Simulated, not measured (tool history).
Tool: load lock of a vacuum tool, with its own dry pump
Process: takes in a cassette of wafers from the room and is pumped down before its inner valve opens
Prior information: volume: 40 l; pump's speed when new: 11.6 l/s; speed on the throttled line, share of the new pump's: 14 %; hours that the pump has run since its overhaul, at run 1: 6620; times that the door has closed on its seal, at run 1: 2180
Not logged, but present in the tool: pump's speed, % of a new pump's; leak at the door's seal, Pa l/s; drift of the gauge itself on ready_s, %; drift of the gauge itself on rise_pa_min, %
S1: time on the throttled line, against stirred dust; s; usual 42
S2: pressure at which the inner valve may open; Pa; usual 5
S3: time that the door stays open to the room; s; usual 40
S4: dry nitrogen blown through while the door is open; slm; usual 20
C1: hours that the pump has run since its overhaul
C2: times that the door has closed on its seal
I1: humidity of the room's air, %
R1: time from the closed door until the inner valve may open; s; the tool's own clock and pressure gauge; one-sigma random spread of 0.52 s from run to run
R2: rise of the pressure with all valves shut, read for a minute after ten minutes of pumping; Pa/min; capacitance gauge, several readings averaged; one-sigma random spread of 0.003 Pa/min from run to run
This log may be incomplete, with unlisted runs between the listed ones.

{"run": 1, "day": 0.0, "S1": 42, "S2": 5, "S3": 40, "S4": 20, "C1": 6620, "C2": 2180, "I1": 46.2, "R1": 70.7, "R2": 0.025}
{"run": 2, "day": 13.208, "S1": 42, "S2": 5, "S3": 40, "S4": 20, "C1": 6937, "C2": 2974, "I1": 45.7, "R1": 70.6, "R2": 0.029}
{"run": 3, "day": 25.825, "S1": 42, "S2": 5, "S3": 40, "S4": 20, "C1": 7240, "C2": 3732, "I1": 45.4, "R1": 71.4, "R2": 0.022}
{"run": 4, "day": 39.8, "S1": 42, "S2": 5, "S3": 40, "S4": 20, "C1": 7576, "C2": 4572, "I1": 44.8, "R1": 70.7, "R2": 0.023}
{"run": 5, "day": 51.738, "S1": 42, "S2": 5, "S3": 40, "S4": 20, "C1": 7862, "C2": 5289, "I1": 42, "R1": 70.6, "R2": 0.02}
{"run": 6, "day": 61.558, "S1": 42, "S2": 4, "S3": 40, "S4": 20, "C1": 8098, "C2": 5880, "I1": 43, "R1": 71.2, "R2": 0.023}
{"run": 7, "day": 73.85, "S1": 42, "S2": 4, "S3": 40, "S4": 20, "C1": 8393, "C2": 6618, "I1": 45, "R1": 71, "R2": 0.015}
{"run": 8, "day": 83.846, "S1": 42, "S2": 4, "S3": 40, "S4": 20, "C1": 8633, "C2": 7219, "I1": 45.8, "R1": 71.7, "R2": 0.023}
{"run": 9, "day": 93.292, "S1": 42, "S2": 4, "S3": 40, "S4": 20, "C1": 8859, "C2": 7787, "I1": 44.7, "R1": 71.7, "R2": 0.025}
{"run": 10, "day": 105.096, "S1": 42, "S2": 4, "S3": 40, "S4": 20, "C1": 9143, "C2": 8496, "I1": 45.6, "R1": 71, "R2": 0.021}
{"run": 11, "day": 113.729, "S1": 42, "S2": 4, "S3": 40, "S4": 20, "C1": 9350, "C2": 9015, "I1": 45.3, "R1": 71.6, "R2": 0.02}
{"run": 12, "day": 125.521, "S1": 42, "S2": 5, "S3": 40, "S4": 20, "C1": 9633, "C2": 9723, "I1": 43.9, "R1": 71.2, "R2": 0.022}
{"run": 13, "day": 139.25, "S1": 42, "S2": 5, "S3": 40, "S4": 20, "C1": 9962, "C2": 10548, "I1": 43.6, "R1": 70.7, "R2": 0.025}
{"run": 14, "day": 150.138, "S1": 42, "S2": 5, "S3": 29, "S4": 32, "C1": 10224, "C2": 11203, "I1": 40.7, "R1": 70.7, "R2": 0.011}
{"run": 15, "day": 157.146, "S1": 71, "S2": 5, "S3": 29, "S4": 13, "C1": 10392, "C2": 11624, "I1": 45.4, "R1": 95.9, "R2": 0.023}
{"run": 16, "day": 171.858, "S1": 64, "S2": 8, "S3": 123, "S4": 7, "C1": 10745, "C2": 12508, "I1": 45.5, "R1": 87.6, "R2": 0.053}
{"run": 17, "day": 182.042, "S1": 64, "S2": 10, "S3": 123, "S4": 7, "C1": 10989, "C2": 13120, "I1": 46, "R1": 85.7, "R2": 0.052}
{"run": 18, "day": 194.075, "S1": 51, "S2": 5, "S3": 40, "S4": 42, "C1": 11278, "C2": 13843, "I1": 45.3, "R1": 78.1, "R2": 0.017}
{"run": 19, "day": 204.946, "S1": 29, "S2": 5, "S3": 137, "S4": 24, "C1": 11539, "C2": 14496, "I1": 46.6, "R1": 60.6, "R2": 0.037}
{"run": 20, "day": 212.2, "S1": 30, "S2": 4, "S3": 73, "S4": 24, "C1": 11713, "C2": 14932, "I1": 44.5, "R1": 62.1, "R2": 0.029}
{"run": 21, "day": 218.367, "S1": 77, "S2": 9, "S3": 122, "S4": 5, "C1": 11861, "C2": 15303, "I1": 44.1, "R1": 98, "R2": 0.045}
{"run": 22, "day": 227.117, "S1": 77, "S2": 9, "S3": 40, "S4": 17, "C1": 12071, "C2": 15829, "I1": 42.9, "R1": 97.2, "R2": 0.022}

Run 23, settings as shown, results not yet in. Your forecast:
{"run": 23, "day": 233.579, "S1": 33, "S2": 9, "S3": 110, "S4": 30, "C1": 12226, "C2": 16217, "I1": 46.8, "R1": "?", "R2": "?"}

R1: 61.1 s
R2: 0.027 Pa/min
Had the tool carried no hidden state, the very same run would have given R1 61.1 s, R2 0.027 Pa/min.

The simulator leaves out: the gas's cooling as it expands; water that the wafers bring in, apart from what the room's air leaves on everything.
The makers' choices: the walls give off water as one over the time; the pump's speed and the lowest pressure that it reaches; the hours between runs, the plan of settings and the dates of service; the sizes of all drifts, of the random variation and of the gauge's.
